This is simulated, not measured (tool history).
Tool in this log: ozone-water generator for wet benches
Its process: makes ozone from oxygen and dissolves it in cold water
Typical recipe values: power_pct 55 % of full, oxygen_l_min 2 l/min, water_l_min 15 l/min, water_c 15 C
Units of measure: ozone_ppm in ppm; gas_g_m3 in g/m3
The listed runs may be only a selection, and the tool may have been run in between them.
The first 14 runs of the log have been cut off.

run	day	power_pct	oxygen_l_min	water_l_min	water_c	hours of work since the electrodes were changed	hours of work since the contactor was cleaned	hours of work since the thermometer was calibrated	ozone_ppm	gas_g_m3
15	57.738	55	2	15	15	1875	3956	2230	16.9	210.1
16	60.075	55	2	15	15	1919	4000	2274	16.8	213.6
17	64.388	55	1.43	16	15	2000	4080	2355	15	260.8
18	69.671	66	1.4	16	15	2099	4179	2454	17.4	310.3
19	71.862	66	1.4	16	15	2140	4220	2495	17.2	312
20	74.033	66	1.4	16	14	2180	4261	2535	17.3	308
21	79.033	72	1.58	23	11	2274	4355	2629	12.8	306.9
22	81.571	72	1.58	23	11	2322	4402	2676	13	308.1

Predict the results of run 23:
23	86.296	72	1.58	23	11	2410	4491	2765	?	?

Run 23 produced ozone_ppm 12.5 ppm, gas_g_m3 305.3 g/m3.
With no hidden state in the tool, this same run would have given ozone_ppm 14.4 ppm, gas_g_m3 325.6 g/m3.

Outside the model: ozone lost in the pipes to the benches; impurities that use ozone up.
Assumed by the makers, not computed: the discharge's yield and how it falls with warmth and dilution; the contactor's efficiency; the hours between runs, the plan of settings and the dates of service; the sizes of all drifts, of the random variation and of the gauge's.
